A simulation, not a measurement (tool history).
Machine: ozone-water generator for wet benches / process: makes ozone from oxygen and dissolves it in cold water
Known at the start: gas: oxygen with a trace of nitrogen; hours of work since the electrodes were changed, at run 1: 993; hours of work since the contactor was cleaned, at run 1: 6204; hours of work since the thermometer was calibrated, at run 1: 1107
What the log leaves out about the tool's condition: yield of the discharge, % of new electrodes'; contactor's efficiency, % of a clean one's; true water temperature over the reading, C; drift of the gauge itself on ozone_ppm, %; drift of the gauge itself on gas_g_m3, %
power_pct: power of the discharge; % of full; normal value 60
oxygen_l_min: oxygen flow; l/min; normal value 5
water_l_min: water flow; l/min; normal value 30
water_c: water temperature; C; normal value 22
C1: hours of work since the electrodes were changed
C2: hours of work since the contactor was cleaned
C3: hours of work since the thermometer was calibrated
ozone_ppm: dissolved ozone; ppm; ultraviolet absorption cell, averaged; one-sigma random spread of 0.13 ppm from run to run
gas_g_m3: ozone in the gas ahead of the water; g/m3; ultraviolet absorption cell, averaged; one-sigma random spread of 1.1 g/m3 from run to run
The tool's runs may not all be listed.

Run 1, hour 0: usual settings; C1 993; C2 6204; C3 1107. Result: ozone_ppm 12.8 ppm, gas_g_m3 187.3 g/m3.
Run 2, hour 25.8: usual settings; C1 1010; C2 6221; C3 1125. Result: ozone_ppm 12.5 ppm, gas_g_m3 184.5 g/m3.
Run 3, hour 57.5: usual settings but water_c 21 C; C1 1031; C2 6242; C3 1146. Result: ozone_ppm 12.7 ppm, gas_g_m3 186.1 g/m3.
Run 4, hour 94.7: usual settings but water_c 21 C; C1 1056; C2 6267; C3 1171. Result: ozone_ppm 12.9 ppm, gas_g_m3 187.3 g/m3.
Run 5, hour 133.8: usual settings; C1 1082; C2 6293; C3 1197. Result: ozone_ppm 12.8 ppm, gas_g_m3 186.5 g/m3.
Run 6, hour 153.8: usual settings; C1 1095; C2 6306; C3 1210. Result: ozone_ppm 12.6 ppm, gas_g_m3 186.2 g/m3.
Run 7, hour 171.1: usual settings; C1 1107; C2 6318; C3 1221. Result: ozone_ppm 12.8 ppm, gas_g_m3 186.3 g/m3.
Run 8, hour 209.8: usual settings; C1 1133; C2 6344; C3 1247. Result: ozone_ppm 12.6 ppm, gas_g_m3 184.7 g/m3.
Run 9, hour 229: usual settings; C1 1146; C2 6356; C3 1260. Result: ozone_ppm 12.6 ppm, gas_g_m3 186.1 g/m3.
Run 10, hour 258.1: usual settings; C1 1165; C2 6376; C3 1280. Result: ozone_ppm 12.5 ppm, gas_g_m3 185.1 g/m3.
Run 11, hour 291.6: usual settings; C1 1187; C2 6398; C3 1302. Result: ozone_ppm 12.6 ppm, gas_g_m3 185.2 g/m3.
Run 12, hour 318.3: usual settings but water_c 23 C; C1 1205; C2 6416; C3 1320. Result: ozone_ppm 12.4 ppm, gas_g_m3 186.3 g/m3.
Run 13, hour 341.8: usual settings but water_c 23 C; C1 1221; C2 6432; C3 1335. Result: ozone_ppm 12.5 ppm, gas_g_m3 184.1 g/m3.
Run 14, hour 361.6: usual settings but power_pct 45 % of full, water_l_min 20 l/min; C1 1234; C2 6445; C3 1349. Result: ozone_ppm 14.4 ppm, gas_g_m3 150.6 g/m3.
Run 15, hour 398.6: usual settings but power_pct 45 % of full, oxygen_l_min 4.56 l/min, water_l_min 20 l/min, water_c 21 C; C1 1259; C2 6470; C3 1373. Result: ozone_ppm 14.6 ppm, gas_g_m3 159.8 g/m3.
Run 16, hour 422.8: usual settings but power_pct 49 % of full, oxygen_l_min 3.95 l/min, water_l_min 43 l/min; C1 1275; C2 6486; C3 1389. Result: ozone_ppm 7.6 ppm, gas_g_m3 189.7 g/m3.
Run 17, hour 446.6: usual settings but power_pct 49 % of full, oxygen_l_min 3.95 l/min, water_l_min 43 l/min; C1 1291; C2 6502; C3 1405. Result: ozone_ppm 7.6 ppm, gas_g_m3 188 g/m3.
Run 18, hour 471.1: usual settings but power_pct 49 % of full, oxygen_l_min 3.95 l/min, water_l_min 43 l/min, water_c 19 C; C1 1307; C2 6518; C3 1422. Result: ozone_ppm 7.7 ppm, gas_g_m3 186.3 g/m3.
Run 19, hour 495.2: usual settings but power_pct 49 % of full, oxygen_l_min 3.95 l/min, water_l_min 43 l/min, water_c 19 C; C1 1323; C2 6534; C3 1438. Result: ozone_ppm 8 ppm, gas_g_m3 189.1 g/m3.
Run 20, hour 519.9: usual settings but oxygen_l_min 3.48 l/min; C1 1340; C2 6551; C3 1454. Result: ozone_ppm 12.7 ppm, gas_g_m3 238.4 g/m3.
Run 21, hour 559.3: usual settings but oxygen_l_min 3.48 l/min; C1 1366; C2 6577; C3 1481. Result: ozone_ppm 12.5 ppm, gas_g_m3 237.7 g/m3.

For some of the steps in ozone_ppm from one run to the next: how much would appear even if the tool had no hidden state, given the settings, what came in and random variation, and how much remains for the hidden state plus any gauge scatter that the measured result and the result without hidden state don't share?
Run 15 -> 16: power_pct 45 -> 49, oxygen_l_min 4.56 -> 3.95, water_l_min 20 -> 43, water_c 21 -> 22. ozone_ppm -7 ppm: hidden state +0.4, all else -7.4.
Run 19 -> 20: power_pct 49 -> 60, oxygen_l_min 3.95 -> 3.48, water_l_min 43 -> 30, water_c 19 -> 22. ozone_ppm +4.7 ppm: hidden state -0.4, all else +5.1.
